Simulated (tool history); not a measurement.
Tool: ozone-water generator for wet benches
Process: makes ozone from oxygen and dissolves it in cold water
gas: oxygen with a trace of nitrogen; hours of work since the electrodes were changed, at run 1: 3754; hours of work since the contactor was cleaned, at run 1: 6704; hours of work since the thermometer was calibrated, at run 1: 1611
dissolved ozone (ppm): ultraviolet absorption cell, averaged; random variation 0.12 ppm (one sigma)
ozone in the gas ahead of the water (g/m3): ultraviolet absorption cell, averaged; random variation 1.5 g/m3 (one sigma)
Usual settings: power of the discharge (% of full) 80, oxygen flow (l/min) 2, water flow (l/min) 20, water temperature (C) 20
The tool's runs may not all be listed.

run,hour,power of the discharge (% of full),oxygen flow (l/min),water flow (l/min),water temperature (C),hours of work since the electrodes were changed,hours of work since the contactor was cleaned,hours of work since the thermometer was calibrated,dissolved ozone (ppm),ozone in the gas ahead of the water (g/m3)
1,0,80,2,20,20,3754,6704,1611,10.3,259.3
2,131.3,80,2,20,15,3860,6811,1718,10.7,255.2
3,282.7,80,2,20,21,3983,6934,1841,10.1,256.4
4,365.1,80,2,20,20,4050,7001,1908,10.3,258.3
5,427.1,80,2,20,20,4100,7051,1958,10.5,255.9
6,535.7,80,1.83,20,20,4189,7139,2047,9.9,262.4
7,655.9,80,1.83,20,20,4286,7237,2144,9.7,260.1
8,757.6,80,1.83,20,20,4369,7319,2227,10,261.7
9,820.7,80,1.83,20,20,4420,7371,2278,9.8,261.8
10,942,96,1.83,22,14,4519,7469,2377,10.7,299.8
11,1039.2,52,1.83,22,14,4598,7548,2456,6.6,184.3
12,1175.5,52,1.83,22,14,4708,7659,2566,6.6,187.2
13,1280.2,52,1.83,22,14,4793,7744,2651,6.4,185.6
14,1394.8,83,1.15,28,20,4886,7837,2744,5.3,312.6
15,1458.3,80,1.61,20,20,4938,7889,2796,9.3,269.7
16,1605.8,80,3.52,15,20,5058,8008,2916,16,203.8
17,1717.5,91,2.71,20,20,5149,8099,3006,12.5,243.3
18,1854,94,1.85,20,20,5259,8210,3117,10.9,285.8

4 ways to go on from here, each from the tool as it stands after run 18. What would each give?
A,1930,80,1.59,26,19,5321,8272,3179,?,?
B,1930,94,1.09,25,17,5321,8272,3179,?,?
C,1930,94,1.85,23,28,5321,8272,3179,?,?
D,1930,80,2,28,13,5321,8272,3179,?,?

run,dissolved ozone (ppm),ozone in the gas ahead of the water (g/m3)
A,6.5,269.1
B,6.7,343.6
C,8.6,286.8
D,6.9,246.4
Without the tool's hidden state the same runs would have given:
run,dissolved ozone (ppm),ozone in the gas ahead of the water (g/m3)
A,8.1,313
B,8.3,406.9
C,10.8,339.6
D,8.6,286.4
